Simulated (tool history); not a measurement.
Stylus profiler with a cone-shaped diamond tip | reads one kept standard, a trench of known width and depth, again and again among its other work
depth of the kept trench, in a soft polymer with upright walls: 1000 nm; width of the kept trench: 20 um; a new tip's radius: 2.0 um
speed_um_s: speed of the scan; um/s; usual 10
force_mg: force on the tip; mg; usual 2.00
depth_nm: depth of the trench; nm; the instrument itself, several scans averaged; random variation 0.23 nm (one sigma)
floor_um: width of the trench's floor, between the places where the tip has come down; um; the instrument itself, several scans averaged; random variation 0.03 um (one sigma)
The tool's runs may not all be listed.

run 1 hour=0.0 | speed_um_s=10 force_mg=2.00 | depth_nm=1007.45 floor_um=16.41
run 2 hour=30.3 | speed_um_s=10 force_mg=2.00 | depth_nm=1007.33 floor_um=16.41
run 3 hour=59.8 | speed_um_s=10 force_mg=2.00 | depth_nm=1007.57 floor_um=16.42
run 4 hour=79.2 | speed_um_s=6 force_mg=2.00 | depth_nm=1007.24 floor_um=16.43
run 5 hour=107.1 | speed_um_s=10 force_mg=0.86 | depth_nm=1003.64 floor_um=16.32
run 6 hour=127.1 | speed_um_s=10 force_mg=0.86 | depth_nm=1003.58 floor_um=16.41
run 7 hour=149.9 | speed_um_s=10 force_mg=0.86 | depth_nm=1003.45 floor_um=16.35
run 8 hour=178.6 | speed_um_s=10 force_mg=0.86 | depth_nm=1003.37 floor_um=16.29
run 9 hour=206.1 | speed_um_s=10 force_mg=2.00 | depth_nm=1006.72 floor_um=16.34
run 10 hour=231.0 | speed_um_s=10 force_mg=2.00 | depth_nm=1006.76 floor_um=16.23
run 11 hour=249.9 | speed_um_s=10 force_mg=2.00 | depth_nm=1006.69 floor_um=16.38
run 12 hour=275.0 | speed_um_s=40 force_mg=2.00 | depth_nm=1006.88 floor_um=16.17
run 13 hour=295.1 | speed_um_s=40 force_mg=2.00 | depth_nm=1007.18 floor_um=16.07
run 14 hour=321.0 | speed_um_s=40 force_mg=2.00 | depth_nm=1006.69 floor_um=16.17
run 15 hour=340.2 | speed_um_s=4 force_mg=5.85 | depth_nm=1016.48 floor_um=16.41
run 16 hour=355.6 | speed_um_s=3 force_mg=1.25 | depth_nm=1004.40 floor_um=16.34
run 17 hour=376.0 | speed_um_s=3 force_mg=1.25 | depth_nm=1003.88 floor_um=16.32
run 18 hour=404.2 | speed_um_s=13 force_mg=1.62 | depth_nm=1005.15 floor_um=16.27
run 19 hour=428.5 | speed_um_s=6 force_mg=5.35 | depth_nm=1014.65 floor_um=16.35
run 20 hour=453.1 | speed_um_s=12 force_mg=1.10 | depth_nm=1003.59 floor_um=16.28
run 21 hour=470.4 | speed_um_s=11 force_mg=2.03 | depth_nm=1006.39 floor_um=16.28
run 22 hour=499.2 | speed_um_s=15 force_mg=5.15 | depth_nm=1013.92 floor_um=16.28
run 23 hour=525.3 | speed_um_s=15 force_mg=5.15 | depth_nm=1014.02 floor_um=16.23
run 24 hour=546.5 | speed_um_s=2 force_mg=0.72 | depth_nm=1001.98 floor_um=16.27
run 25 hour=566.0 | speed_um_s=8 force_mg=0.75 | depth_nm=1001.82 floor_um=16.22

Measured less the same run without the tool's hidden state. The same run-to-run variation is in both; the gauge's scatter may not be:
The hidden state here: radius of the tip, um; height scale over the true one, %; drift of the gauge itself on depth_nm, %; drift of the gauge itself on floor_um, %.
run=1 depth_nm=-1.24 floor_um=-0.05
run=2 depth_nm=-1.31 floor_um=-0.06
run=3 depth_nm=-1.37 floor_um=-0.07
run=4 depth_nm=-1.42 floor_um=-0.08
run=5 depth_nm=-1.48 floor_um=-0.09
run=6 depth_nm=-1.53 floor_um=-0.09
run=7 depth_nm=-1.58 floor_um=-0.10
run=8 depth_nm=-1.67 floor_um=-0.12
run=9 depth_nm=-1.73 floor_um=-0.12
run=10 depth_nm=-1.79 floor_um=-0.13
run=11 depth_nm=-1.83 floor_um=-0.14
run=12 depth_nm=-1.89 floor_um=-0.14
run=13 depth_nm=-1.94 floor_um=-0.15
run=14 depth_nm=-2.00 floor_um=-0.16
run=15 depth_nm=-2.07 floor_um=-0.16
run=16 depth_nm=-2.07 floor_um=-0.17
run=17 depth_nm=-2.12 floor_um=-0.18
run=18 depth_nm=-2.19 floor_um=-0.19
run=19 depth_nm=-2.27 floor_um=-0.20
run=20 depth_nm=-2.31 floor_um=-0.21
run=21 depth_nm=-2.35 floor_um=-0.21
run=22 depth_nm=-2.43 floor_um=-0.22
run=23 depth_nm=-2.50 floor_um=-0.23
run=24 depth_nm=-2.52 floor_um=-0.24
run=25 depth_nm=-2.56 floor_um=-0.24
